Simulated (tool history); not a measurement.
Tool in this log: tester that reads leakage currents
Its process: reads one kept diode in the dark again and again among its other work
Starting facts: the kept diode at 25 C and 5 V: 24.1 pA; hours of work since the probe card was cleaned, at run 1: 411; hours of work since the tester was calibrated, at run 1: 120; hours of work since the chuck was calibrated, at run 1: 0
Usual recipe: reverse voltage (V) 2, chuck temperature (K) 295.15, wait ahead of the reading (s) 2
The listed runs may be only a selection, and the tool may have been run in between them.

| run | hour | reverse voltage (V) | chuck temperature (K) | wait ahead of the reading (s) | hours of work since the probe card was cleaned | hours of work since the tester was calibrated | hours of work since the chuck was calibrated | current that the tester gives (pA) |
|---|---|---|---|---|---|---|---|---|
| 1 | 0 | 2 | 295.15 | 2 | 411 | 120 | 0 | 12.18 |
| 2 | 159.3 | 2 | 328.15 | 2 | 482 | 191 | 71 | 163.26 |
| 3 | 275.6 | 2 | 295.15 | 2 | 533 | 242 | 122 | 12.44 |
| 4 | 437 | 2 | 295.15 | 2 | 605 | 314 | 194 | 12.69 |
| 5 | 674.9 | 2 | 295.15 | 4.75 | 710 | 419 | 299 | 12.82 |
| 6 | 798.8 | 2 | 306.15 | 4.75 | 765 | 474 | 354 | 31.19 |
| 7 | 960 | 2.36 | 293.15 | 9.2 | 836 | 545 | 425 | 12.21 |
| 8 | 1152.8 | 1.25 | 295.15 | 0.58 | 922 | 631 | 511 | 10.25 |
| 9 | 1403.1 | 1.25 | 295.15 | 0.58 | 1033 | 742 | 622 | 10.4 |
| 10 | 1528.3 | 2.97 | 323.15 | 2 | 1088 | 797 | 677 | 144.32 |
| 11 | 1747.8 | 2.97 | 323.15 | 2 | 1186 | 894 | 774 | 145.33 |
| 12 | 1965.3 | 2.97 | 325.15 | 2 | 1282 | 991 | 871 | 169.44 |

5 options for the next run, each taken on its own from the tool as it stands now. Forecast them:
| A | 2112.6 | 15.36 | 305.15 | 0.47 | 1347 | 1056 | 936 | ? |
| B | 2112.6 | 6 | 315.15 | 8.78 | 1347 | 1056 | 936 | ? |
| C | 2112.6 | 5.09 | 319.15 | 2 | 1347 | 1056 | 936 | ? |
| D | 2112.6 | 1.41 | 294.15 | 0.31 | 1347 | 1056 | 936 | ? |
| E | 2112.6 | 2 | 317.15 | 0.36 | 1347 | 1056 | 936 | ? |

| run | current that the tester gives (pA) |
|---|---|
| A | 106.63 |
| B | 119.77 |
| C | 146.81 |
| D | 11.28 |
| E | 76.01 |
Take away the tool's hidden state, keep each run's random variation, and the runs would have read:
| run | current that the tester gives (pA) |
|---|---|
| A | 87.54 |
| B | 109.03 |
| C | 136.02 |
| D | 9.44 |
| E | 71.01 |
